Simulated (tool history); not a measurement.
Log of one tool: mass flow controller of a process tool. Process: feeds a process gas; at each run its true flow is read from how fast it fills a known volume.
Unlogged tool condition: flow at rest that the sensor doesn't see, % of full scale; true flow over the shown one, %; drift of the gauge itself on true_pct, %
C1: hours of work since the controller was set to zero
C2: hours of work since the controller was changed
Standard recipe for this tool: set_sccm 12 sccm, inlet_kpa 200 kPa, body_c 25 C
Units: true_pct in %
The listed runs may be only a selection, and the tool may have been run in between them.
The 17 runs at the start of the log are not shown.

At hour 3198.4: controller's zero set anew.
Run 18, hour 3348.6: usual settings but set_sccm 10 sccm, inlet_kpa 155 kPa; C1 50; C2 4177. Result: true_pct 99.62 %.
Run 19, hour 3621.2: usual settings but body_c 20 C; C1 140; C2 4267. Result: true_pct 100.03 %.
Run 20, hour 3828.1: usual settings but inlet_kpa 190 kPa; C1 208; C2 4336. Result: true_pct 99.61 %.
Run 21, hour 3975: usual settings but set_sccm 13 sccm, body_c 35 C; C1 256; C2 4384. Result: true_pct 98.59 %.
At hour 4074.6: controller's zero set anew, once more.
Run 22, hour 4224.7: usual settings but inlet_kpa 260 kPa; C1 50; C2 4466. Result: true_pct 97.65 %.
Run 23, hour 4458.5: usual settings but set_sccm 3 sccm, inlet_kpa 260 kPa, body_c 24 C; C1 127; C2 4544. Result: true_pct 96.76 %.
Run 24, hour 4644.4: usual settings but set_sccm 2 sccm, body_c 37 C; C1 188; C2 4605. Result: true_pct 95.27 %.
Run 25, hour 4882.6: usual settings but set_sccm 15 sccm, inlet_kpa 156 kPa, body_c 37 C; C1 267; C2 4684. Result: true_pct 96.2 %.
Run 26, hour 5080.6: usual settings but set_sccm 15 sccm, inlet_kpa 156 kPa, body_c 37 C; C1 332; C2 4749. Result: true_pct 96.21 %.
Run 27, hour 5234.9: usual settings but set_sccm 15 sccm, inlet_kpa 156 kPa, body_c 37 C; C1 383; C2 4800. Result: true_pct 96.24 %.
Run 28, hour 5449.7: usual settings but set_sccm 15 sccm, inlet_kpa 197 kPa, body_c 37 C; C1 454; C2 4871. Result: true_pct 96.32 %.
Run 29, hour 5650.5: usual settings but set_sccm 14 sccm, inlet_kpa 276 kPa, body_c 21 C; C1 520; C2 4937. Result: true_pct 98.26 %.
Run 30, hour 5863.2: usual settings but set_sccm 14 sccm, inlet_kpa 276 kPa, body_c 21 C; C1 591; C2 5007. Result: true_pct 98.24 %.
Run 31, hour 5988.4: usual settings but body_c 36 C; C1 632; C2 5049. Result: true_pct 96.1 %.
Run 32, hour 6263.3: usual settings but body_c 36 C; C1 723; C2 5139. Result: true_pct 96.01 %.
At hour 6391.7: controller exchanged for a calibrated one.
Run 33, hour 6416.2: usual settings but inlet_kpa 271 kPa, body_c 27 C; C1 8; C2 8. Result: true_pct 99.34 %.
Run 34, hour 6652.3: usual settings but set_sccm 13 sccm, inlet_kpa 278 kPa, body_c 27 C; C1 86; C2 86. Result: true_pct 99.46 %.
Run 35, hour 6898.9: usual settings but set_sccm 2 sccm; C1 167; C2 167. Result: true_pct 98.31 %.
Run 36, hour 7144.2: usual settings but set_sccm 2 sccm; C1 248; C2 248. Result: true_pct 98.48 %.
Run 37, hour 7325.8: usual settings but set_sccm 6 sccm, body_c 34 C; C1 308; C2 308. Result: true_pct 97.34 %.
Run 38, hour 7526: usual settings but set_sccm 7 sccm, inlet_kpa 277 kPa; C1 374; C2 374. Result: true_pct 98.92 %.
Run 39, hour 7749.9: usual settings but set_sccm 15 sccm, inlet_kpa 148 kPa; C1 448; C2 448. Result: true_pct 99.16 %.
Run 40, hour 7917.9: usual settings but set_sccm 15 sccm, inlet_kpa 208 kPa; C1 504; C2 504. Result: true_pct 99.44 %.

Predict each of these 4 candidate next runs independently; none follows another, all start after run 40:
Run A, hour 8086.5: usual settings but set_sccm 11 sccm, inlet_kpa 143 kPa, body_c 23 C; C1 560; C2 560. Result: true_pct ?.
Run B, hour 8086.5: usual settings but set_sccm 15 sccm, inlet_kpa 265 kPa; C1 560; C2 560. Result: true_pct ?.
Run C, hour 8086.5: usual settings but inlet_kpa 208 kPa; C1 560; C2 560. Result: true_pct ?.
Run D, hour 8086.5: usual settings but set_sccm 3 sccm, body_c 23 C; C1 560; C2 560. Result: true_pct ?.

run  true_pct
  A     98.73
  B     99.84
  C     98.98
  D     98.55
The same runs, with their run-to-run variation unchanged, on a tool lacking any hidden condition would have given:
run  true_pct
  A     98.56
  B     99.75
  C     98.84
  D     97.64
